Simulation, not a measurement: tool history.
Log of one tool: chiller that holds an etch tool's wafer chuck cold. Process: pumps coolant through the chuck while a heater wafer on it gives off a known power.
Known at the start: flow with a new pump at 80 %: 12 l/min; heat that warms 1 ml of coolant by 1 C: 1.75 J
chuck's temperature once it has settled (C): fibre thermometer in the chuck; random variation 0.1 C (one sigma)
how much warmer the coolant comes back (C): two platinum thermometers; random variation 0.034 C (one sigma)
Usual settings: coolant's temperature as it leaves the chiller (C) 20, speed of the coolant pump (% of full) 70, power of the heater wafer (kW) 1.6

run	hour	coolant's temperature as it leaves the chiller (C)	speed of the coolant pump (% of full)	power of the heater wafer (kW)	chuck's temperature once it has settled (C)	how much warmer the coolant comes back (C)
1	0	20	70	1.6	43.4	5.26
2	95.3	20	70	1.6	43.6	5.18
3	178.7	20	70	1.6	43.6	5.25
4	236.9	20	70	1.6	43.6	5.17
5	332.7	20	70	1.6	43.5	5.19
6	431.8	20	70	1.6	43.9	5.23
7	500.6	20	70	1.6	43.9	5.27
8	547.3	20	70	1.6	43.9	5.29
9	636.1	20	70	1.6	44	5.2
10	691.4	20	70	1.6	44	5.23
11	777	20	70	1.6	44.2	5.22
12	866.5	20	70	1.6	44.3	5.24
13	958.9	14	70	1.6	38.4	5.26
14	1027	14	70	1.6	38.5	5.23
15	1084.5	14	70	1.6	38.4	5.25
# hour 1091.4: chiller's thermometer calibrated
16	1184.8	20	70	1.419	42	4.65
17	1278	26	70	1.715	52.5	5.63
# hour 1314.3: coolant changed, channels flushed
18	1325.5	12	70	1.375	30.2	4.56

The next listed run, before its measurement:
19	1399.9	12	81	2.037	?	?

{"run 19": {"chuck's temperature once it has settled (C)": 35.6, "how much warmer the coolant comes back (C)": 5.76}}
Without the tool's hidden state the same run would have given chuck's temperature once it has settled (C) 35.1, how much warmer the coolant comes back (C) 5.7.
